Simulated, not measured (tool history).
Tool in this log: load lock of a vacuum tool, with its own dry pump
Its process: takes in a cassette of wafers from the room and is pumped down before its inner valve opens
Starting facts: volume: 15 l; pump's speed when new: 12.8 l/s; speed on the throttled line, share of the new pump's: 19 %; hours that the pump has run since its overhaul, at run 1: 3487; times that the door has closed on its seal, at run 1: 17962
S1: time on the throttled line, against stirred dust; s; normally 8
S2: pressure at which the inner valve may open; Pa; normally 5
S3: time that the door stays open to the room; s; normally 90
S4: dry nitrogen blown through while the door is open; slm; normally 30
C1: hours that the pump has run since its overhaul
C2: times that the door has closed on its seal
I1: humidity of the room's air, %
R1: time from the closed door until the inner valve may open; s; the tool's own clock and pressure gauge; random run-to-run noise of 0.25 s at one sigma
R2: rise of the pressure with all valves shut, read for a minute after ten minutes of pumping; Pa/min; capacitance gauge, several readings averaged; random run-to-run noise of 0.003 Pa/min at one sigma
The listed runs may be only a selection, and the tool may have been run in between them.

Run 1, hour 0.0: usual settings; C1 3487; C2 17962; I1 44.4. Result: R1 18.3 s, R2 0.355 Pa/min.
Run 2, hour 86.5: usual settings; C1 3573; C2 18326; I1 44.3. Result: R1 18.5 s, R2 0.366 Pa/min.
Run 3, hour 157.0: usual settings; C1 3644; C2 18622; I1 46.5. Result: R1 18.6 s, R2 0.373 Pa/min.
Run 4, hour 208.2: usual settings but S1 14 s; C1 3695; C2 18837; I1 45.5. Result: R1 23.8 s, R2 0.385 Pa/min.
Run 5, hour 294.0: usual settings but S1 5 s; C1 3781; C2 19198; I1 49.6. Result: R1 16.2 s, R2 0.396 Pa/min.
Run 6, hour 355.0: usual settings but S1 15 s, S2 6 Pa, S3 44 s, S4 5 slm; C1 3842; C2 19454; I1 42.5. Result: R1 24.1 s, R2 0.413 Pa/min.
Run 7, hour 436.6: usual settings but S1 4 s; C1 3923; C2 19797; I1 45.8. Result: R1 15.7 s, R2 0.404 Pa/min.
Run 8, hour 514.7: usual settings but S1 4 s; C1 4002; C2 20125; I1 45.2. Result: R1 15.8 s, R2 0.411 Pa/min.
Run 9, hour 622.7: usual settings but S1 4 s, S2 7 Pa, S4 6 slm; C1 4110; C2 20579; I1 42.9. Result: R1 15.2 s, R2 0.464 Pa/min.
Run 10, hour 671.0: usual settings but S1 9 s, S3 88 s; C1 4158; C2 20782; I1 43.3. Result: R1 19.3 s, R2 0.415 Pa/min.

Each row is a separate what-if for the run after 10, all from the same tool condition, not one after another. Results?
Run A, hour 733.3: usual settings but S2 9 Pa, S3 136 s, S4 43 slm; C1 4220; C2 21044; I1 45.5. Result: R1 ?, R2 ?.
Run B, hour 733.3: usual settings but S1 9 s, S3 34 s; C1 4220; C2 21044; I1 43.2. Result: R1 ?, R2 ?.
Run C, hour 733.3: usual settings but S1 7 s, S2 7 Pa, S3 88 s, S4 20 slm; C1 4220; C2 21044; I1 50.0. Result: R1 ?, R2 ?.
Run D, hour 733.3: usual settings but S4 6 slm; C1 4220; C2 21044; I1 44.4. Result: R1 ?, R2 ?.

run    R1     R2
  A  17.9  0.430
  B  19.7  0.424
  C  17.3  0.449
  D  19.1  0.471
Without the tool's hidden state the same runs would have given:
run    R1     R2
  A  17.5  0.050
  B  19.3  0.040
  C  16.9  0.070
  D  18.7  0.095
